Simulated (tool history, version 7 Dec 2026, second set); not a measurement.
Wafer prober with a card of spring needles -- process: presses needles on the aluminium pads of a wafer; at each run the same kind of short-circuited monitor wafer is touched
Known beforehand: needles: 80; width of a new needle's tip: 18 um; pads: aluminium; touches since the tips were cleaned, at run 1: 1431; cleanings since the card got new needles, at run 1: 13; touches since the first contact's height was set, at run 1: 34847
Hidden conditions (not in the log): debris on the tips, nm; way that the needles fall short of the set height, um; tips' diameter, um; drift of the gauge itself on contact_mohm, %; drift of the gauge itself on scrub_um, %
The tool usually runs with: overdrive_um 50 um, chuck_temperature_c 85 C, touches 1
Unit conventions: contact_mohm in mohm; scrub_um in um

| run | day | overdrive_um | chuck_temperature_c | touches | touches since the tips were cleaned | cleanings since the card got new needles | touches since the first contact's height was set | contact_mohm | scrub_um |
|---|---|---|---|---|---|---|---|---|---|
| 1 | 0 | 50 | 85 | 1 | 1431 | 13 | 34847 | 292 | 6.53 |
|  | 0.142 | tips cleaned on abrasive film |
| 2 | 0.467 | 50 | 85 | 1 | 2029 | 14 | 37727 | 297 | 6.46 |
|  | 0.529 | tips cleaned on abrasive film |
|  | 0.908 | tips cleaned on abrasive film |
| 3 | 0.912 | 50 | 85 | 1 | 39 | 16 | 40456 | 273 | 6.49 |
| 4 | 1.217 | 50 | 85 | 1 | 1910 | 16 | 42327 | 300 | 6.36 |
|  | 1.267 | tips cleaned on abrasive film |
| 5 | 1.562 | 50 | 85 | 1 | 1821 | 17 | 44451 | 299 | 6.57 |
|  | 1.638 | tips cleaned on abrasive film |
| 6 | 1.933 | 50 | 85 | 1 | 1858 | 18 | 46750 | 297 | 6.47 |
|  | 2.004 | tips cleaned on abrasive film |
| 7 | 2.308 | 50 | 85 | 1 | 1888 | 19 | 49053 | 298 | 6.45 |
|  | 2.367 | tips cleaned on abrasive film |
| 8 | 2.6 | 50 | 62 | 1 | 1468 | 20 | 50837 | 287 | 6.39 |
|  | 2.729 | tips cleaned on abrasive film |
| 9 | 2.954 | 50 | 62 | 1 | 1392 | 21 | 53000 | 283 | 6.48 |
|  | 3.129 | tips cleaned on abrasive film |
| 10 | 3.388 | 50 | 62 | 1 | 1606 | 22 | 55678 | 290 | 6.31 |
|  | 3.504 | tips cleaned on abrasive film |
| 11 | 3.629 | 50 | 62 | 1 | 779 | 23 | 57148 | 280 | 6.41 |
|  | 3.892 | tips cleaned on abrasive film |
| 12 | 3.892 | 50 | 62 | 1 | 0 | 24 | 58761 | 267 | 6.42 |
|  | 4.283 | tips cleaned on abrasive film |
| 13 | 4.354 | 50 | 85 | 1 | 442 | 25 | 61605 | 281 | 6.36 |
|  | 4.667 | tips cleaned on abrasive film |
| 14 | 4.725 | 50 | 82 | 1 | 381 | 26 | 63899 | 276 | 6.34 |
|  | 5.025 | tips cleaned on abrasive film |
| 15 | 5.125 | 50 | 82 | 1 | 616 | 27 | 66352 | 281 | 6.39 |
|  | 5.417 | tips cleaned on abrasive film |
| 16 | 5.488 | 50 | 82 | 1 | 448 | 28 | 68592 | 283 | 6.4 |
|  | 5.783 | tips cleaned on abrasive film |
| 17 | 5.783 | 50 | 82 | 1 | 0 | 29 | 70395 | 274 | 6.37 |
|  | 6.142 | tips cleaned on abrasive film |
| 18 | 6.179 | 50 | 66 | 1 | 231 | 30 | 72816 | 276 | 6.31 |
|  | 6.521 | tips cleaned on abrasive film |
| 19 | 6.571 | 50 | 66 | 1 | 303 | 31 | 75242 | 274 | 6.36 |

Expected results for the next run?
| 20 | 6.817 | 48 | 66 | 1 | 1828 | 31 | 76767 | ? | ? |

Run 20 produced contact_mohm 293 mohm, scrub_um 5.98 um.
Were there no unlogged condition in the tool, this run, its random variation unchanged, would have produced contact_mohm 262 mohm, scrub_um 6.27 um.
